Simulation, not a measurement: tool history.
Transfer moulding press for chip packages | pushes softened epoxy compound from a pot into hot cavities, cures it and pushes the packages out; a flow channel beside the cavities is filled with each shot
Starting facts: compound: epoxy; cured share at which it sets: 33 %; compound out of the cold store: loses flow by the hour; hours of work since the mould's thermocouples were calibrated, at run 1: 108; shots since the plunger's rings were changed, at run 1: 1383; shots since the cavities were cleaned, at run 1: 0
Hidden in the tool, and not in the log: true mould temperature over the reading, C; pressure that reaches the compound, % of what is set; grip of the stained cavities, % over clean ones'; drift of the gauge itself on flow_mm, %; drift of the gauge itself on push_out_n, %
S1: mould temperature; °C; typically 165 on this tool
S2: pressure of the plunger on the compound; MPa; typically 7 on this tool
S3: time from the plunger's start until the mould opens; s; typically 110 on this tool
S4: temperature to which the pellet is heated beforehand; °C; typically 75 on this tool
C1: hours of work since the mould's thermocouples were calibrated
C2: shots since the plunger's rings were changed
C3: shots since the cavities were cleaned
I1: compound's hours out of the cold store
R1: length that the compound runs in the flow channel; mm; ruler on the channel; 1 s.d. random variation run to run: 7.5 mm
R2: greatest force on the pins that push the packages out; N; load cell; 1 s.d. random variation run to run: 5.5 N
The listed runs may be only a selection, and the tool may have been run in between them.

run,hour,S1,S2,S3,S4,C1,C2,C3,I1,R1,R2
1,0,165,7,110,75,108,1383,0,39.4,866,190
2,10.7,165,7.35,110,75,114,1474,91,18.7,924,187
3,21.2,165,7,110,75,119,1563,180,34.2,879,184
4,39.2,165,7,110,83,128,1715,332,36.9,880,190
5,51.6,165,7,110,83,135,1820,437,39.8,862,186
6,70.3,165,8.01,110,75,144,1978,595,23,968,185
7,80.6,165,7,144,75,150,2066,683,37.6,879,187
8,91.7,165,7,110,75,155,2159,776,47.8,850,182
9,110.9,165,8.59,110,75,165,2322,939,46.9,925,192
# hour 122.5: cavities cleaned with cleaning compound and waxed
10,127.6,165,7,110,75,173,2450,43,15.5,924,200
11,137.4,165,7,134,75,178,2533,126,38.7,876,176
12,149.2,165,7,134,75,184,2633,226,20.8,907,176
13,164.2,165,7,134,75,192,2760,353,23.5,904,179
14,178.2,165,7,134,69,199,2878,471,35,873,176
15,188.7,160,7,134,69,204,2967,560,36.2,890,185
16,208.8,165,5.66,105,75,215,3137,730,47.8,773,199
17,223.6,165,6.86,105,74,222,3262,855,20.5,902,194
18,241.8,166,7.63,146,76,232,3417,1010,23.6,924,173
# hour 244.7: cavities cleaned with cleaning compound and waxed
19,255.8,166,6.57,146,71,238,3522,94,10.7,896,173
20,268.6,166,6.57,146,73,245,3631,203,10,892,183
21,282.9,164,7,125,75,252,3751,323,9.3,934,189
22,293.4,165,7,110,81,258,3840,412,10.8,911,185
23,315.6,157,7,110,75,269,4029,601,39.8,901,275

Predict the results of run 24:
24,329.2,157,7,110,75,276,4144,716,33.9,?,?

{"run 24": {"R1": 906, "R2": 276}}
Without the tool's hidden state the same run would have given R1 906 mm, R2 273 N.
